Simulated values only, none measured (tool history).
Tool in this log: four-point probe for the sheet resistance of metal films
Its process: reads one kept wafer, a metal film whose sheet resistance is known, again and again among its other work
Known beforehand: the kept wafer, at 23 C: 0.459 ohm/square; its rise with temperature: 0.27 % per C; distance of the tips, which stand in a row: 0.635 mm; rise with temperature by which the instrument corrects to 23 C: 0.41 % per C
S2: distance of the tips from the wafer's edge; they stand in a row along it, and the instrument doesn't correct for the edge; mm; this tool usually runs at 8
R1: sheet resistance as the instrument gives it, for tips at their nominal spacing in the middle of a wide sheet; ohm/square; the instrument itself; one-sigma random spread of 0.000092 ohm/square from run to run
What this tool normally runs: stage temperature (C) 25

Run 1, hour 0.0: usual settings. Result: R1 0.458499 ohm/square.
Run 2, hour 25.9: usual settings. Result: R1 0.458472 ohm/square.
Run 3, hour 38.4: usual settings but S2 54 mm. Result: R1 0.457194 ohm/square.
Run 4, hour 63.4: usual settings but S2 54 mm. Result: R1 0.457131 ohm/square.
Run 5, hour 90.9: usual settings but S2 54 mm. Result: R1 0.456862 ohm/square.
At hour 94.0: stage's thermometer calibrated.
Run 6, hour 111.2: usual settings but S2 21 mm. Result: R1 0.457116 ohm/square.
Run 7, hour 126.3: usual settings but S2 21 mm. Result: R1 0.457136 ohm/square.
Run 8, hour 141.1: usual settings but stage temperature (C) 26, S2 5 mm. Result: R1 0.459956 ohm/square.
Run 9, hour 157.4: usual settings but stage temperature (C) 21, S2 17 mm. Result: R1 0.459755 ohm/square.
Run 10, hour 186.1: usual settings but stage temperature (C) 24, S2 70 mm. Result: R1 0.457538 ohm/square.

Results per run with the tool's hidden condition removed, run-to-run variation unchanged:
Hidden conditions of the tool in this case: inner tips' distance over the nominal, %; tips' flats over new ones', %; wafer's true temperature over the reading, C; drift of the gauge itself on sheet_ohm, %.
run        R1
  1  0.459064
  2  0.459087
  3  0.457831
  4  0.457809
  5  0.457589
  6  0.457915
  7  0.457964
  8  0.460814
  9  0.460642
 10  0.458469
